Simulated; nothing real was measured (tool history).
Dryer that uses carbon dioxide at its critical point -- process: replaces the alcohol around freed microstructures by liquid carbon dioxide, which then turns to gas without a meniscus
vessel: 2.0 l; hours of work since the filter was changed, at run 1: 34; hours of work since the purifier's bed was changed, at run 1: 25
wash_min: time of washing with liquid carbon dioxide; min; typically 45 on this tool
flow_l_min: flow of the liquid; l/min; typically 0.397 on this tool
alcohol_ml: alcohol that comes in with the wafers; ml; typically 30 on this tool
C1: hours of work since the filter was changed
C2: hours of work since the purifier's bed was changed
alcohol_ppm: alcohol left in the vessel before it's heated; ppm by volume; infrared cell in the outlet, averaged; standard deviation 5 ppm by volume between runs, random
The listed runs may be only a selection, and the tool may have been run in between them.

{"run": 1, "hour": 0.0, "wash_min": 45, "flow_l_min": 0.397, "alcohol_ml": 30, "C1": 34, "C2": 25, "alcohol_ppm": 19}
{"run": 2, "hour": 4.9, "wash_min": 45, "flow_l_min": 0.397, "alcohol_ml": 46, "C1": 37, "C2": 28, "alcohol_ppm": 29}
{"run": 3, "hour": 10.7, "wash_min": 40, "flow_l_min": 0.397, "alcohol_ml": 46, "C1": 41, "C2": 32, "alcohol_ppm": 51}
{"run": 4, "hour": 19.5, "wash_min": 40, "flow_l_min": 0.397, "alcohol_ml": 46, "C1": 47, "C2": 38, "alcohol_ppm": 51}
{"run": 5, "hour": 24.3, "wash_min": 53, "flow_l_min": 0.397, "alcohol_ml": 46, "C1": 50, "C2": 41, "alcohol_ppm": 3}
{"run": 6, "hour": 33.5, "wash_min": 47, "flow_l_min": 0.397, "alcohol_ml": 46, "C1": 56, "C2": 47, "alcohol_ppm": 23}
{"run": 7, "hour": 39.0, "wash_min": 45, "flow_l_min": 0.397, "alcohol_ml": 30, "C1": 59, "C2": 51, "alcohol_ppm": 21}
{"run": 8, "hour": 44.4, "wash_min": 45, "flow_l_min": 0.397, "alcohol_ml": 30, "C1": 63, "C2": 54, "alcohol_ppm": 21}
{"run": 9, "hour": 50.7, "wash_min": 45, "flow_l_min": 0.397, "alcohol_ml": 30, "C1": 67, "C2": 58, "alcohol_ppm": 31}
{"run": 10, "hour": 59.8, "wash_min": 36, "flow_l_min": 0.397, "alcohol_ml": 30, "C1": 73, "C2": 64, "alcohol_ppm": 71}
{"run": 11, "hour": 68.3, "wash_min": 36, "flow_l_min": 0.397, "alcohol_ml": 30, "C1": 79, "C2": 70, "alcohol_ppm": 68}
{"run": 12, "hour": 75.1, "wash_min": 36, "flow_l_min": 0.397, "alcohol_ml": 34, "C1": 83, "C2": 74, "alcohol_ppm": 95}
{"run": 13, "hour": 83.2, "wash_min": 36, "flow_l_min": 0.397, "alcohol_ml": 34, "C1": 88, "C2": 80, "alcohol_ppm": 96}
{"run": 14, "hour": 88.4, "wash_min": 36, "flow_l_min": 0.397, "alcohol_ml": 34, "C1": 92, "C2": 83, "alcohol_ppm": 72}
{"run": 15, "hour": 93.0, "wash_min": 45, "flow_l_min": 0.314, "alcohol_ml": 30, "C1": 95, "C2": 86, "alcohol_ppm": 72}
{"run": 16, "hour": 98.9, "wash_min": 45, "flow_l_min": 0.585, "alcohol_ml": 91, "C1": 99, "C2": 90, "alcohol_ppm": 13}
{"run": 17, "hour": 107.3, "wash_min": 32, "flow_l_min": 0.26, "alcohol_ml": 69, "C1": 104, "C2": 96, "alcohol_ppm": 1364}
{"run": 18, "hour": 116.1, "wash_min": 58, "flow_l_min": 0.26, "alcohol_ml": 69, "C1": 110, "C2": 101, "alcohol_ppm": 103}
{"run": 19, "hour": 122.1, "wash_min": 35, "flow_l_min": 0.26, "alcohol_ml": 48, "C1": 114, "C2": 105, "alcohol_ppm": 711}
{"run": 20, "hour": 127.8, "wash_min": 47, "flow_l_min": 0.397, "alcohol_ml": 62, "C1": 118, "C2": 109, "alcohol_ppm": 35}
{"run": 21, "hour": 134.5, "wash_min": 47, "flow_l_min": 0.397, "alcohol_ml": 62, "C1": 122, "C2": 113, "alcohol_ppm": 36}
{"run": 22, "hour": 144.3, "wash_min": 47, "flow_l_min": 0.397, "alcohol_ml": 62, "C1": 129, "C2": 120, "alcohol_ppm": 30}
{"run": 23, "hour": 153.1, "wash_min": 31, "flow_l_min": 0.365, "alcohol_ml": 21, "C1": 134, "C2": 126, "alcohol_ppm": 161}
{"run": 24, "hour": 162.4, "wash_min": 38, "flow_l_min": 0.531, "alcohol_ml": 21, "C1": 140, "C2": 132, "alcohol_ppm": 19}
{"run": 25, "hour": 168.9, "wash_min": 66, "flow_l_min": 0.565, "alcohol_ml": 23, "C1": 145, "C2": 136, "alcohol_ppm": 0}
{"run": 26, "hour": 176.8, "wash_min": 28, "flow_l_min": 0.32, "alcohol_ml": 116, "C1": 150, "C2": 141, "alcohol_ppm": 1937}
{"run": 27, "hour": 182.1, "wash_min": 28, "flow_l_min": 0.32, "alcohol_ml": 116, "C1": 153, "C2": 145, "alcohol_ppm": 1938}
{"run": 28, "hour": 188.1, "wash_min": 28, "flow_l_min": 0.32, "alcohol_ml": 116, "C1": 157, "C2": 149, "alcohol_ppm": 1959}
{"run": 29, "hour": 196.2, "wash_min": 28, "flow_l_min": 0.32, "alcohol_ml": 116, "C1": 163, "C2": 154, "alcohol_ppm": 1906}

Consider 5 possible next runs. They are alternatives, not a sequence: every one starts from the tool as it was left by run 29. What does each give?
{"run": "A", "hour": 203.4, "wash_min": 61, "flow_l_min": 0.341, "alcohol_ml": 93, "C1": 167, "C2": 159, "alcohol_ppm": "?"}
{"run": "B", "hour": 203.4, "wash_min": 28, "flow_l_min": 0.338, "alcohol_ml": 116, "C1": 167, "C2": 159, "alcohol_ppm": "?"}
{"run": "C", "hour": 203.4, "wash_min": 28, "flow_l_min": 0.614, "alcohol_ml": 116, "C1": 167, "C2": 159, "alcohol_ppm": "?"}
{"run": "D", "hour": 203.4, "wash_min": 69, "flow_l_min": 0.32, "alcohol_ml": 81, "C1": 167, "C2": 159, "alcohol_ppm": "?"}
{"run": "E", "hour": 203.4, "wash_min": 41, "flow_l_min": 0.277, "alcohol_ml": 116, "C1": 167, "C2": 159, "alcohol_ppm": "?"}

run=A alcohol_ppm=28
run=B alcohol_ppm=1625
run=C alcohol_ppm=112
run=D alcohol_ppm=19
run=E alcohol_ppm=780
With the hidden condition removed and each run's random variation left untouched, the same runs would have given:
run=A alcohol_ppm=19
run=B alcohol_ppm=1363
run=C alcohol_ppm=79
run=D alcohol_ppm=12
run=E alcohol_ppm=628
